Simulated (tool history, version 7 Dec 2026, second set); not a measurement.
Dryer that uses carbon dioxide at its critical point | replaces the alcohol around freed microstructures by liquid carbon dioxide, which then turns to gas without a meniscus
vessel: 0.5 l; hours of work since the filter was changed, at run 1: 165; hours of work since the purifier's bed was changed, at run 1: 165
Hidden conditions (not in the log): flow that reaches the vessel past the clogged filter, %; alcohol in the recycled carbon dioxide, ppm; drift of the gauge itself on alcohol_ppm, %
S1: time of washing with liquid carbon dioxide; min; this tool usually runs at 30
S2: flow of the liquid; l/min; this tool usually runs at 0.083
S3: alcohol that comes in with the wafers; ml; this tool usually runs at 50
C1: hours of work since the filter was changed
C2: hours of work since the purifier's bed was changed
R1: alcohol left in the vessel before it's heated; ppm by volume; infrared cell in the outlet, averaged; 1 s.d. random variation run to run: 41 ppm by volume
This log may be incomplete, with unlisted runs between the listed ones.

run     day  S1      S2  S3   C1   C2     R1
  1       0  30   0.083  50  165  165   3478
  2   0.458  30   0.083  50  172  172   3522
  3   1.092  30   0.083  50  181  181   3481
  4   1.692  30  0.0616  50  190  190   8323
  5   2.333  19   0.083  50  199  199  12197
  6   2.617  30   0.083  50  203  203   3824
  7   2.958  30   0.083  50  208  208   3809
  8   3.379  24   0.083  50  214  214   7597
  9   3.875  22   0.083  50  222  222   9094
 10   4.196  44   0.083  50  226  226    836
 11     4.6  30   0.083  50  232  232   3945
 12   4.962  30   0.083  50  238  238   3968
 13   5.588  38   0.083  50  247  247   1700
      5.958  -- inlet filter changed
 14   6.279  30   0.083  32    5  256   1791
 15   6.783  18  0.0859  52   12  264  11241
 16   7.396  18  0.0859  52   21  273  11740
 17   7.896  34   0.083  43   28  280   1589
 18   8.375  23  0.0993  43   36  287   3462
 19   8.788  30  0.1299  85   42  293    755
 20   9.058  27  0.1101  38   46  297   1205
 21   9.525  34  0.1031  22   52  304    353
 22  10.008  34  0.1031  22   59  311    360
 23  10.292  24  0.0512  22   64  315   7728
 24  10.604  24  0.0512  22   68  320   7779
 25  11.175  22   0.083  50   77  328   7880
 26  11.817  30   0.083  29   86  338   1861
 27  12.358  30   0.083  29   94  346   1886
 28  12.733  30   0.083  29  100  351   1882

5 options for the next run, each taken on its own from the tool as it stands now. Forecast them:
  A  13.321  30  0.0726  29  108  360   ?
  B  13.321  20  0.1088  55  108  360   ?
  C  13.321  29   0.083  29  108  360   ?
  D  13.321  35  0.0622  50  108  360   ?
  E  13.321  30  0.0772  30  108  360   ?

run    R1
  A  3001
  B  5615
  C  2127
  D  4961
  E  2501
Had the tool no hidden state, the same runs would have come out as:
run    R1
  A  2537
  B  4774
  C  1765
  D  4206
  E  2091
